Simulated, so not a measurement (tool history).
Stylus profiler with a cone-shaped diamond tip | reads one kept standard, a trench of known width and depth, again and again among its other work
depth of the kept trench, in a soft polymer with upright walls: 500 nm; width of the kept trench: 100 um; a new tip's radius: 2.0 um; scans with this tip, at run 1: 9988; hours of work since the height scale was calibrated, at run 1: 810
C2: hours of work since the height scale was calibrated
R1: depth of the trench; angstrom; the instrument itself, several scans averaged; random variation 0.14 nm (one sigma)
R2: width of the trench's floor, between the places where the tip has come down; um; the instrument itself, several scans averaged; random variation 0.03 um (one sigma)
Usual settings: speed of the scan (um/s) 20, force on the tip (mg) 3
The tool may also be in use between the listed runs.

Run 1, hour 0: usual settings; scans with this tip 9988; C2 810. Result: R1 5051.7 angstrom, R2 96.61 um.
Run 2, hour 99.4: usual settings but force on the tip (mg) 2.51; scans with this tip 10879; C2 882. Result: R1 5050.2 angstrom, R2 96.63 um.
Run 3, hour 225.2: usual settings but force on the tip (mg) 2.51; scans with this tip 12007; C2 973. Result: R1 5051.2 angstrom, R2 96.53 um.
Run 4, hour 287.1: usual settings but force on the tip (mg) 2.51; scans with this tip 12562; C2 1018. Result: R1 5053 angstrom, R2 96.53 um.
Run 5, hour 351: usual settings but force on the tip (mg) 2.51; scans with this tip 13135; C2 1065. Result: R1 5052.7 angstrom, R2 96.49 um.
Run 6, hour 441.8: usual settings but speed of the scan (um/s) 7; scans with this tip 13948; C2 1130. Result: R1 5057.9 angstrom, R2 96.51 um.
Run 7, hour 513.9: usual settings; scans with this tip 14594; C2 1183. Result: R1 5061 angstrom, R2 96.44 um.
Run 8, hour 591.6: usual settings; scans with this tip 15292; C2 1239. Result: R1 5062.5 angstrom, R2 96.34 um.
Run 9, hour 705.2: usual settings; scans with this tip 16309; C2 1322. Result: R1 5064.7 angstrom, R2 96.31 um.
Run 10, hour 806: usual settings but speed of the scan (um/s) 5; scans with this tip 17213; C2 1395. Result: R1 5066.4 angstrom, R2 96.28 um.
Run 11, hour 886.9: usual settings but force on the tip (mg) 2.34; scans with this tip 17938; C2 1454. Result: R1 5060.2 angstrom, R2 96.21 um.
Run 12, hour 977.5: usual settings but force on the tip (mg) 4.54; scans with this tip 18750; C2 1520. Result: R1 5081.8 angstrom, R2 96.16 um.
Run 13, hour 1058.2: usual settings; scans with this tip 19474; C2 1578. Result: R1 5070 angstrom, R2 96.12 um.
Run 14, hour 1120.9: usual settings but force on the tip (mg) 1.25; scans with this tip 20036; C2 1624. Result: R1 5053.3 angstrom, R2 96.05 um.
Run 15, hour 1239.2: usual settings but force on the tip (mg) 1.13; scans with this tip 21097; C2 1710. Result: R1 5053 angstrom, R2 95.97 um.
Run 16, hour 1321.3: usual settings but force on the tip (mg) 1.13; scans with this tip 21832; C2 1770. Result: R1 5053.2 angstrom, R2 95.91 um.
Run 17, hour 1386.3: usual settings but force on the tip (mg) 1.13; scans with this tip 22415; C2 1817. Result: R1 5053.8 angstrom, R2 95.95 um.
Run 18, hour 1454.8: usual settings but speed of the scan (um/s) 10; scans with this tip 23029; C2 1866. Result: R1 5075.1 angstrom, R2 96.01 um.
Run 19, hour 1542.3: usual settings but speed of the scan (um/s) 10; scans with this tip 23813; C2 1930. Result: R1 5077.8 angstrom, R2 95.94 um.
Run 20, hour 1623.4: usual settings; scans with this tip 24540; C2 1989. Result: R1 5078.4 angstrom, R2 95.88 um.
At hour 1692.8: height scale calibrated on a step standard.
Run 21, hour 1745.1: usual settings; scans with this tip 25627; C2 38. Result: R1 5044.7 angstrom, R2 95.79 um.
Run 22, hour 1813.7: usual settings; scans with this tip 26241; C2 88. Result: R1 5045.9 angstrom, R2 95.81 um.
Run 23, hour 1944.3: usual settings; scans with this tip 27413; C2 183. Result: R1 5047.4 angstrom, R2 95.75 um.
Run 24, hour 2005.9: usual settings; scans with this tip 27964; C2 227. Result: R1 5048.4 angstrom, R2 95.69 um.
Run 25, hour 2070.2: usual settings; scans with this tip 28541; C2 274. Result: R1 5045.9 angstrom, R2 95.67 um.
Run 26, hour 2210.3: usual settings; scans with this tip 29797; C2 376. Result: R1 5053.2 angstrom, R2 95.64 um.
Run 27, hour 2303.4: usual settings; scans with this tip 30632; C2 444. Result: R1 5052.9 angstrom, R2 95.63 um.
Run 28, hour 2363.2: usual settings but speed of the scan (um/s) 14, force on the tip (mg) 4.6; scans with this tip 31168; C2 487. Result: R1 5066.9 angstrom, R2 95.59 um.
Run 29, hour 2470.3: usual settings but speed of the scan (um/s) 14, force on the tip (mg) 4.6; scans with this tip 32128; C2 565. Result: R1 5070.5 angstrom, R2 95.6 um.
Run 30, hour 2614.6: usual settings but speed of the scan (um/s) 15, force on the tip (mg) 1.55; scans with this tip 33421; C2 670. Result: R1 5044.5 angstrom, R2 95.49 um.
Run 31, hour 2687.5: usual settings but speed of the scan (um/s) 21, force on the tip (mg) 1.75; scans with this tip 34075; C2 723. Result: R1 5046.6 angstrom, R2 95.39 um.
Run 32, hour 2805.9: usual settings but speed of the scan (um/s) 23, force on the tip (mg) 8.16; scans with this tip 35135; C2 809. Result: R1 5097.6 angstrom, R2 95.4 um.
Run 33, hour 2868.9: usual settings but speed of the scan (um/s) 69; scans with this tip 35700; C2 854. Result: R1 5060.6 angstrom, R2 95.16 um.
Run 34, hour 3011.1: usual settings but speed of the scan (um/s) 21; scans with this tip 36976; C2 958. Result: R1 5064.5 angstrom, R2 95.24 um.
Run 35, hour 3091.8: usual settings but speed of the scan (um/s) 21; scans with this tip 37698; C2 1016. Result: R1 5064.8 angstrom, R2 95.2 um.
At hour 3201.9: new tip fitted, height scale calibrated.
Run 36, hour 3222.8: usual settings but speed of the scan (um/s) 5, force on the tip (mg) 2.32; scans with this tip 187; C2 15. Result: R1 5035.5 angstrom, R2 97.36 um.
Run 37, hour 3305: usual settings but speed of the scan (um/s) 17; scans with this tip 924; C2 75. Result: R1 5042.5 angstrom, R2 97.23 um.
Run 38, hour 3385.2: usual settings but speed of the scan (um/s) 14, force on the tip (mg) 3.61; scans with this tip 1643; C2 133. Result: R1 5048.8 angstrom, R2 97.25 um.
Run 39, hour 3487.3: usual settings but speed of the scan (um/s) 14, force on the tip (mg) 3.61; scans with this tip 2559; C2 207. Result: R1 5049.1 angstrom, R2 97.18 um.
Run 40, hour 3571.4: usual settings but speed of the scan (um/s) 23, force on the tip (mg) 1.27; scans with this tip 3312; C2 268. Result: R1 5029.4 angstrom, R2 97.02 um.
Run 41, hour 3642.3: usual settings but speed of the scan (um/s) 23, force on the tip (mg) 1.27; scans with this tip 3947; C2 320. Result: R1 5031 angstrom, R2 96.99 um.
Run 42, hour 3710.1: usual settings but speed of the scan (um/s) 23, force on the tip (mg) 1.27; scans with this tip 4556; C2 369. Result: R1 5030.5 angstrom, R2 96.94 um.
Run 43, hour 3854.1: usual settings but speed of the scan (um/s) 24, force on the tip (mg) 5.05; scans with this tip 5846; C2 474. Result: R1 5067.6 angstrom, R2 96.92 um.
Run 44, hour 3971.1: usual settings but speed of the scan (um/s) 29, force on the tip (mg) 1.47; scans with this tip 6895; C2 559. Result: R1 5036.3 angstrom, R2 96.75 um.
Run 45, hour 4062.1: usual settings but speed of the scan (um/s) 29, force on the tip (mg) 1.47; scans with this tip 7710; C2 625. Result: R1 5038.1 angstrom, R2 96.64 um.

3 ways to go on from here, each from the tool as it stands after run 45. What would each give?
Run A, hour 4159.4: usual settings but speed of the scan (um/s) 9; scans with this tip 8583; C2 696. Result: R1 ?, R2 ?.
Run B, hour 4159.4: usual settings but speed of the scan (um/s) 23, force on the tip (mg) 1.19; scans with this tip 8583; C2 696. Result: R1 ?, R2 ?.
Run C, hour 4159.4: usual settings but speed of the scan (um/s) 38, force on the tip (mg) 5.14; scans with this tip 8583; C2 696. Result: R1 ?, R2 ?.

run      R1     R2
  A  5058.1  96.79
  B  5034.6  96.68
  C  5074.9  96.64
Without the tool's hidden state the same runs would have given:
run      R1     R2
  A  5042.3  97.31
  B  5018.8   97.2
  C    5059  97.15

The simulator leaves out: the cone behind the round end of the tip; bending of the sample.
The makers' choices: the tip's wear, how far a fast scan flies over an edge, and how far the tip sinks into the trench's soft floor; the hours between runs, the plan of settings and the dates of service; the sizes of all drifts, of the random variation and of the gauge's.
